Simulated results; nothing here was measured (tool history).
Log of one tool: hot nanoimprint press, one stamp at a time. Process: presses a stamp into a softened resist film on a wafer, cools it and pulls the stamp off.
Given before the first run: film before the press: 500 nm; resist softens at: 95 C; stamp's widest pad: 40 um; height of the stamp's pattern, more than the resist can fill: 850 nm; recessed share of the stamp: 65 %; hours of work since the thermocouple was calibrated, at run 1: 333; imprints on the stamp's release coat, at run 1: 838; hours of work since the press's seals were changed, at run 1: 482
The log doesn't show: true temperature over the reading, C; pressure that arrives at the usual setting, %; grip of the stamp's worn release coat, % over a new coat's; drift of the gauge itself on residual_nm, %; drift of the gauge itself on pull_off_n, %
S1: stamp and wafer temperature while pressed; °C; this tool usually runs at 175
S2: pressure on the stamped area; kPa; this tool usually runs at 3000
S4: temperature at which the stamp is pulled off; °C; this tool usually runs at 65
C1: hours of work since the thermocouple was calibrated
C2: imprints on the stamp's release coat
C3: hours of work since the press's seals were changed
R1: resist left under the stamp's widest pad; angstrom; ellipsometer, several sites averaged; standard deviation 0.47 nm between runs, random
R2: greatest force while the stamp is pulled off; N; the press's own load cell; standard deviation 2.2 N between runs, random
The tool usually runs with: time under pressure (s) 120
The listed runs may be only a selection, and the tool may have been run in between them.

run 1 hour=0 | S1=175 S2=3000 time_under_pressure_(s)=120 S4=65 | C1=333 C2=838 C3=482 | R1=2223 R2=285
run 2 hour=13.6 | S1=175 S2=4580 time_under_pressure_(s)=120 S4=65 | C1=342 C2=872 C3=492 | R1=1812 R2=284
-- hour=24 plate thermocouple calibrated
-- hour=41.8 stamp cleaned and given a new release coat
run 3 hour=54.1 | S1=175 S2=3000 time_under_pressure_(s)=120 S4=65 | C1=17 C2=30 C3=514 | R1=2146 R2=238
run 4 hour=67.4 | S1=175 S2=3000 time_under_pressure_(s)=120 S4=65 | C1=27 C2=64 C3=524 | R1=2133 R2=238
run 5 hour=83.9 | S1=175 S2=3000 time_under_pressure_(s)=120 S4=65 | C1=38 C2=105 C3=535 | R1=2142 R2=241
run 6 hour=112 | S1=175 S2=3000 time_under_pressure_(s)=120 S4=65 | C1=58 C2=174 C3=555 | R1=2157 R2=243
-- hour=142.1 press's hydraulic seals changed and the load cell set to zero
run 7 hour=143 | S1=175 S2=3000 time_under_pressure_(s)=120 S4=65 | C1=75 C2=232 C3=1 | R1=2128 R2=248
run 8 hour=164.3 | S1=175 S2=3000 time_under_pressure_(s)=120 S4=65 | C1=90 C2=285 C3=16 | R1=2127 R2=247
run 9 hour=185.4 | S1=175 S2=3000 time_under_pressure_(s)=120 S4=65 | C1=105 C2=337 C3=31 | R1=2137 R2=254
run 10 hour=207.6 | S1=175 S2=3000 time_under_pressure_(s)=120 S4=58 | C1=121 C2=393 C3=47 | R1=2127 R2=296
run 11 hour=227.7 | S1=175 S2=3000 time_under_pressure_(s)=120 S4=58 | C1=135 C2=443 C3=61 | R1=2138 R2=304
run 12 hour=241.1 | S1=168 S2=3000 time_under_pressure_(s)=120 S4=58 | C1=145 C2=476 C3=71 | R1=2545 R2=299
run 13 hour=261.6 | S1=168 S2=3000 time_under_pressure_(s)=120 S4=58 | C1=159 C2=527 C3=85 | R1=2546 R2=303
run 14 hour=281.5 | S1=175 S2=2680 time_under_pressure_(s)=120 S4=65 | C1=174 C2=577 C3=99 | R1=2284 R2=264
run 15 hour=294.8 | S1=175 S2=3000 time_under_pressure_(s)=120 S4=65 | C1=183 C2=610 C3=109 | R1=2150 R2=267

Run 16 is up next; what results do you expect?
run 16 hour=322.5 | S1=175 S2=3000 time_under_pressure_(s)=120 S4=65 | C1=203 C2=679 C3=129 | R1=? R2=?

Run 16 gave R1 2169 angstrom, R2 271 N.
Minus the tool's unlogged condition, the same run would have read R1 2110 angstrom, R2 233 N.
